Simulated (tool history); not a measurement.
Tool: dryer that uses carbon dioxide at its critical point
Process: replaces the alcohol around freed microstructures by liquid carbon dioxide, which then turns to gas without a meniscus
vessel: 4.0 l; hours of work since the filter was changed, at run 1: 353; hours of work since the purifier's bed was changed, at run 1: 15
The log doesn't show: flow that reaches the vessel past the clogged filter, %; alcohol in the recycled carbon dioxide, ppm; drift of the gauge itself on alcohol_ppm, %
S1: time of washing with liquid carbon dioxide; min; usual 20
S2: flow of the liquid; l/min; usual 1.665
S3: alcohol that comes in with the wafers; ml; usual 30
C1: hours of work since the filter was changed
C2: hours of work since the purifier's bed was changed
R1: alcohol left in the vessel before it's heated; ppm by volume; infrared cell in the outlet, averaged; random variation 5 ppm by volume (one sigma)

run,day,S1,S2,S3,C1,C2,R1
1,0,20,1.665,30,353,15,24
2,0.171,20,1.665,54,355,16,31
3,0.362,20,1.665,54,356,18,28
4,0.533,20,1.665,54,357,19,29
5,0.742,20,1.665,54,359,21,20
6,1.046,20,1.665,30,361,23,14
7,1.379,20,1.665,30,364,25,25
8,1.583,20,1.665,30,365,27,19
9,1.954,20,1.665,30,368,30,20
10,2.271,20,1.665,30,370,32,25
11,2.475,20,1.665,30,372,34,16
12,2.796,13,2.19,53,374,36,44
13,2.988,28,1.09,53,376,37,46
14,3.279,12,2.28,30,378,40,40
15,3.612,20,1.4,24,380,42,45
16,3.971,28,1.27,119,383,45,38
17,4.362,28,1.27,119,386,48,46
18,4.621,30,2.01,29,388,50,3
19,4.958,30,2.01,29,390,52,14

3 ways to go on from here, each from the tool as it stands after run 19. What would each give?
A,5.125,12,2.01,21,391,53,?
B,5.125,30,2.01,85,391,53,?
C,5.125,30,1.97,29,391,53,?

run,R1
A,48
B,15
C,8
Without the tool's hidden state the same runs would have given:
run,R1
A,21
B,4
C,0
